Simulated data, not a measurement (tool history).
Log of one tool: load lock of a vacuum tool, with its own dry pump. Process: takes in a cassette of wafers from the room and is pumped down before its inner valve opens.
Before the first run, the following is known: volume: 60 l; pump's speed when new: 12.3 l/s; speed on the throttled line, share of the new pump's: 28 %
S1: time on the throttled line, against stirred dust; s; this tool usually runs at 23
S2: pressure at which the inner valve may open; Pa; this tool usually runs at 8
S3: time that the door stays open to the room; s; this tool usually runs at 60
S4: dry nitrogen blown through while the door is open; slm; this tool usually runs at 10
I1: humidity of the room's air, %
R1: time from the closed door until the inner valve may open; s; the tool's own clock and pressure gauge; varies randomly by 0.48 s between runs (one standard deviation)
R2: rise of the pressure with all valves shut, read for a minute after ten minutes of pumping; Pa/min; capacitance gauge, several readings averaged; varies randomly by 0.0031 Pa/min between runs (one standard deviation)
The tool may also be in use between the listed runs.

run 1 hour=0.0 | S1=23 S2=8 S3=60 S4=10 | I1=45.3 | R1=71.7 R2=0.295
run 2 hour=131.5 | S1=23 S2=8 S3=60 S4=10 | I1=45.3 | R1=72.9 R2=0.304
run 3 hour=324.5 | S1=23 S2=8 S3=66 S4=10 | I1=42.3 | R1=72.4 R2=0.306
run 4 hour=448.5 | S1=23 S2=7 S3=60 S4=10 | I1=46.7 | R1=72.6 R2=0.311
run 5 hour=600.4 | S1=23 S2=7 S3=60 S4=10 | I1=44.3 | R1=73.4 R2=0.322
run 6 hour=713.2 | S1=23 S2=7 S3=60 S4=10 | I1=44.0 | R1=72.4 R2=0.319
run 7 hour=890.7 | S1=23 S2=7 S3=60 S4=10 | I1=43.8 | R1=74.4 R2=0.328
run 8 hour=1092.0 | S1=23 S2=8 S3=60 S4=10 | I1=46.6 | R1=72.6 R2=0.339
run 9 hour=1261.0 | S1=23 S2=8 S3=60 S4=10 | I1=40.8 | R1=73.4 R2=0.340
run 10 hour=1406.5 | S1=23 S2=8 S3=60 S4=10 | I1=48.2 | R1=74.0 R2=0.355
run 11 hour=1528.6 | S1=23 S2=14 S3=60 S4=10 | I1=45.1 | R1=70.6 R2=0.359
run 12 hour=1698.2 | S1=23 S2=14 S3=60 S4=10 | I1=44.4 | R1=70.0 R2=0.366
run 13 hour=1922.9 | S1=23 S2=14 S3=31 S4=10 | I1=45.9 | R1=71.3 R2=0.365
run 14 hour=2021.4 | S1=23 S2=8 S3=81 S4=12 | I1=44.5 | R1=73.7 R2=0.389
run 15 hour=2231.5 | S1=23 S2=8 S3=81 S4=12 | I1=44.8 | R1=74.3 R2=0.398
run 16 hour=2455.6 | S1=25 S2=7 S3=40 S4=6 | I1=42.3 | R1=76.7 R2=0.391
run 17 hour=2638.5 | S1=20 S2=8 S3=60 S4=10 | I1=46.9 | R1=72.8 R2=0.419
run 18 hour=2820.0 | S1=20 S2=8 S3=60 S4=10 | I1=39.7 | R1=72.0 R2=0.412
run 19 hour=2922.6 | S1=23 S2=11 S3=60 S4=33 | I1=48.7 | R1=72.7 R2=0.416
-- hour=2968.7 dry pump taken out, an overhauled one fitted
run 20 hour=3102.7 | S1=20 S2=16 S3=60 S4=10 | I1=46.7 | R1=57.5 R2=0.444
run 21 hour=3322.2 | S1=32 S2=9 S3=99 S4=24 | I1=44.8 | R1=69.0 R2=0.446
run 22 hour=3417.8 | S1=32 S2=9 S3=99 S4=24 | I1=45.0 | R1=68.9 R2=0.453
run 23 hour=3587.8 | S1=33 S2=8 S3=28 S4=10 | I1=42.1 | R1=70.7 R2=0.450
run 24 hour=3710.8 | S1=23 S2=12 S3=60 S4=10 | I1=44.3 | R1=62.4 R2=0.461

Branching from run 24: 5 alternative next runs. What would each branch give?
run A hour=3819.5 | S1=23 S2=8 S3=56 S4=12 | I1=42.6 | R1=? R2=?
run B hour=3819.5 | S1=21 S2=12 S3=93 S4=10 | I1=44.0 | R1=? R2=?
run C hour=3819.5 | S1=23 S2=11 S3=99 S4=10 | I1=42.4 | R1=? R2=?
run D hour=3819.5 | S1=23 S2=12 S3=60 S4=6 | I1=46.0 | R1=? R2=?
run E hour=3819.5 | S1=28 S2=8 S3=60 S4=10 | I1=41.3 | R1=? R2=?

run=A R1=63.8 R2=0.476
run=B R1=60.3 R2=0.485
run=C R1=63.3 R2=0.489
run=D R1=61.9 R2=0.483
run=E R1=67.3 R2=0.463
What these runs would have given with no unlogged condition in the tool:
run=A R1=62.9 R2=0.052
run=B R1=59.5 R2=0.066
run=C R1=62.5 R2=0.069
run=D R1=61.1 R2=0.062
run=E R1=66.5 R2=0.051
